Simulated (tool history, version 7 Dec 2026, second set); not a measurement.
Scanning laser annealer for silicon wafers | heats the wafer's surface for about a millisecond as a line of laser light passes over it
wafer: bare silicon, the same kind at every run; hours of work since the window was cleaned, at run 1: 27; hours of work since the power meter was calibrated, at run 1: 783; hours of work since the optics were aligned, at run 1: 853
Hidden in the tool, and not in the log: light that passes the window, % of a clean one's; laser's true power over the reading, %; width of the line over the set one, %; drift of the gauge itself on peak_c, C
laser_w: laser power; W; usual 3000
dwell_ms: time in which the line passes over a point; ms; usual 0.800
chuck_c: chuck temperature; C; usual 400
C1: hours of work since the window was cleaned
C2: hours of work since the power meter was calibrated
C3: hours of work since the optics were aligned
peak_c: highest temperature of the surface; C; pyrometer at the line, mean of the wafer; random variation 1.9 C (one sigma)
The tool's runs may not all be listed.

{"run": 1, "day": 0.0, "laser_w": 3000, "dwell_ms": 0.8, "chuck_c": 400, "C1": 27, "C2": 783, "C3": 853, "peak_c": 1095}
{"run": 2, "day": 1.217, "laser_w": 3000, "dwell_ms": 0.8, "chuck_c": 400, "C1": 42, "C2": 798, "C3": 867, "peak_c": 1092}
{"run": 3, "day": 2.388, "laser_w": 3000, "dwell_ms": 0.8, "chuck_c": 400, "C1": 56, "C2": 812, "C3": 882, "peak_c": 1092}
{"run": 4, "day": 3.321, "laser_w": 2717, "dwell_ms": 0.8, "chuck_c": 400, "C1": 67, "C2": 823, "C3": 893, "peak_c": 1015}
{"run": 5, "day": 5.071, "laser_w": 2717, "dwell_ms": 0.8, "chuck_c": 400, "C1": 88, "C2": 844, "C3": 914, "peak_c": 1014}
{"run": 6, "day": 6.058, "laser_w": 2717, "dwell_ms": 0.8, "chuck_c": 400, "C1": 100, "C2": 856, "C3": 926, "peak_c": 1015}
{"run": 7, "day": 7.096, "laser_w": 2717, "dwell_ms": 0.8, "chuck_c": 400, "C1": 112, "C2": 869, "C3": 938, "peak_c": 1009}
{"run": 8, "day": 8.929, "laser_w": 2717, "dwell_ms": 0.8, "chuck_c": 400, "C1": 135, "C2": 891, "C3": 960, "peak_c": 1013}
{"run": 9, "day": 10.142, "laser_w": 2717, "dwell_ms": 0.8, "chuck_c": 400, "C1": 149, "C2": 905, "C3": 975, "peak_c": 1011}
{"run": 10, "day": 11.679, "laser_w": 2717, "dwell_ms": 0.8, "chuck_c": 400, "C1": 168, "C2": 924, "C3": 994, "peak_c": 1011}
{"run": 11, "day": 12.583, "laser_w": 2717, "dwell_ms": 0.8, "chuck_c": 400, "C1": 179, "C2": 935, "C3": 1004, "peak_c": 1010}
{"run": 12, "day": 13.633, "laser_w": 2717, "dwell_ms": 0.8, "chuck_c": 400, "C1": 191, "C2": 947, "C3": 1017, "peak_c": 1009}
{"run": 13, "day": 14.508, "laser_w": 2717, "dwell_ms": 0.8, "chuck_c": 400, "C1": 202, "C2": 958, "C3": 1028, "peak_c": 1007}
{"day": 14.833, "done": "optics aligned, line set to its width"}
{"run": 14, "day": 15.742, "laser_w": 2717, "dwell_ms": 0.907, "chuck_c": 400, "C1": 214, "C2": 970, "C3": 11, "peak_c": 1052}
{"run": 15, "day": 17.608, "laser_w": 3175, "dwell_ms": 0.596, "chuck_c": 360, "C1": 237, "C2": 993, "C3": 33, "peak_c": 968}
{"run": 16, "day": 18.962, "laser_w": 3000, "dwell_ms": 0.8, "chuck_c": 366, "C1": 253, "C2": 1009, "C3": 50, "peak_c": 1042}
{"run": 17, "day": 20.392, "laser_w": 2991, "dwell_ms": 0.603, "chuck_c": 416, "C1": 270, "C2": 1026, "C3": 67, "peak_c": 985}
{"run": 18, "day": 22.158, "laser_w": 2991, "dwell_ms": 0.603, "chuck_c": 413, "C1": 292, "C2": 1048, "C3": 88, "peak_c": 984}
{"day": 22.45, "done": "optics aligned, line set to its width, once more"}
{"run": 19, "day": 23.512, "laser_w": 2991, "dwell_ms": 0.603, "chuck_c": 413, "C1": 305, "C2": 1061, "C3": 13, "peak_c": 992}
{"run": 20, "day": 24.671, "laser_w": 2660, "dwell_ms": 0.678, "chuck_c": 400, "C1": 319, "C2": 1075, "C3": 27, "peak_c": 941}
{"run": 21, "day": 26.271, "laser_w": 3000, "dwell_ms": 0.83, "chuck_c": 427, "C1": 339, "C2": 1095, "C3": 46, "peak_c": 1126}
{"run": 22, "day": 27.992, "laser_w": 3000, "dwell_ms": 0.83, "chuck_c": 427, "C1": 359, "C2": 1115, "C3": 67, "peak_c": 1121}

5 ways to go on from here, each from the tool as it stands after run 22. What would each give?
{"run": "A", "day": 29.662, "laser_w": 3000, "dwell_ms": 0.8, "chuck_c": 433, "C1": 380, "C2": 1136, "C3": 87, "peak_c": "?"}
{"run": "B", "day": 29.662, "laser_w": 3000, "dwell_ms": 0.627, "chuck_c": 400, "C1": 380, "C2": 1136, "C3": 87, "peak_c": "?"}
{"run": "C", "day": 29.662, "laser_w": 2847, "dwell_ms": 0.589, "chuck_c": 439, "C1": 380, "C2": 1136, "C3": 87, "peak_c": "?"}
{"run": "D", "day": 29.662, "laser_w": 3000, "dwell_ms": 0.98, "chuck_c": 388, "C1": 380, "C2": 1136, "C3": 87, "peak_c": "?"}
{"run": "E", "day": 29.662, "laser_w": 2562, "dwell_ms": 0.839, "chuck_c": 362, "C1": 380, "C2": 1136, "C3": 87, "peak_c": "?"}

run=A peak_c=1116
run=B peak_c=988
run=C peak_c=978
run=D peak_c=1156
run=E peak_c=943
Without the tool's hidden state the same runs would have given:
run=A peak_c=1137
run=B peak_c=1006
run=C peak_c=994
run=D peak_c=1179
run=E peak_c=960
